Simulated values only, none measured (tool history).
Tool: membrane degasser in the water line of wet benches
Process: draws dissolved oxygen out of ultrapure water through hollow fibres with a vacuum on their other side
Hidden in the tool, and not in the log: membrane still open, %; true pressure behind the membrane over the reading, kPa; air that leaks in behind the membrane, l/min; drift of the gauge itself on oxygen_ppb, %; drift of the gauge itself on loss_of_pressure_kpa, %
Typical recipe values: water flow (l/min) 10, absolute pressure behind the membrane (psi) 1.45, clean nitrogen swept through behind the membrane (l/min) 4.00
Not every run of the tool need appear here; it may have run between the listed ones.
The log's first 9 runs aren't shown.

run,hour,water flow (l/min),absolute pressure behind the membrane (psi),clean nitrogen swept through behind the membrane (l/min),hours since the membrane was changed,hours since the vacuum gauge was calibrated,hours since the vacuum lines were made tight,dissolved oxygen in the water behind the degasser (ppb),pressure that the water loses in the fibres (psi)
10,985.4,10,2.32,4.00,1466,1639,7963,145.9,9.493
11,1107.1,10,2.02,4.00,1588,1761,8085,132.6,9.523
12,1211.6,10,2.02,4.00,1692,1865,8190,133.4,9.471
13,1268.1,10,2.02,4.00,1749,1922,8246,131.9,9.459
14,1337.1,10,2.02,4.00,1818,1991,8315,134.4,9.458
# hour 1348.3: vacuum gauge calibrated
15,1450.7,10,2.02,5.18,1931,102,8428,119.0,9.461
16,1574.8,10,1.45,11.62,2055,226,8552,81.7,9.503
# hour 1631.6: vacuum gauge calibrated, once more
17,1695.5,13,0.99,7.64,2175,64,8673,118.3,12.318
18,1805.9,13,2.55,2.51,2285,174,8783,286.1,12.362
19,1877.9,13,2.55,2.51,2357,246,8855,284.3,12.308
20,1992.8,13,2.55,2.51,2472,361,8970,283.7,12.320
21,2074.1,9,2.65,11.38,2554,442,9051,86.7,8.553
22,2163.0,16,1.77,3.07,2642,531,9140,251.7,15.155
23,2236.3,10,2.35,4.00,2716,605,9213,151.6,9.474
24,2297.8,13,2.35,4.00,2777,666,9275,204.1,12.350
25,2380.1,13,2.35,4.00,2860,749,9357,206.9,12.328
26,2477.2,13,2.35,4.00,2957,846,9454,205.3,12.393
27,2588.7,13,2.35,4.00,3068,957,9566,206.2,12.322
28,2692.6,13,1.55,4.43,3172,1061,9670,159.5,12.385
29,2772.4,10,1.45,3.18,3252,1141,9750,120.7,9.549
30,2886.0,12,1.45,3.18,3365,1254,9863,154.4,11.388
31,2977.7,12,0.91,1.84,3457,1346,9955,138.2,11.426
32,3080.2,10,2.45,4.00,3560,1449,10057,153.0,9.538

4 ways to go on from here, each from the tool as it stands after run 32. What would each give?
A,3149.9,8,1.45,4.00,3629,1518,10127,?,?
B,3149.9,12,3.23,10.97,3629,1518,10127,?,?
C,3149.9,10,1.71,6.64,3629,1518,10127,?,?
D,3149.9,10,2.45,6.60,3629,1518,10127,?,?

run,dissolved oxygen in the water behind the degasser (ppb),pressure that the water loses in the fibres (psi)
A,80.5,7.654
B,145.4,11.461
C,100.6,9.561
D,120.1,9.554
Had the tool no hidden state, the same runs would have come out as:
run,dissolved oxygen in the water behind the degasser (ppb),pressure that the water loses in the fibres (psi)
A,74.9,7.548
B,137.4,11.301
C,94.3,9.429
D,113.0,9.420
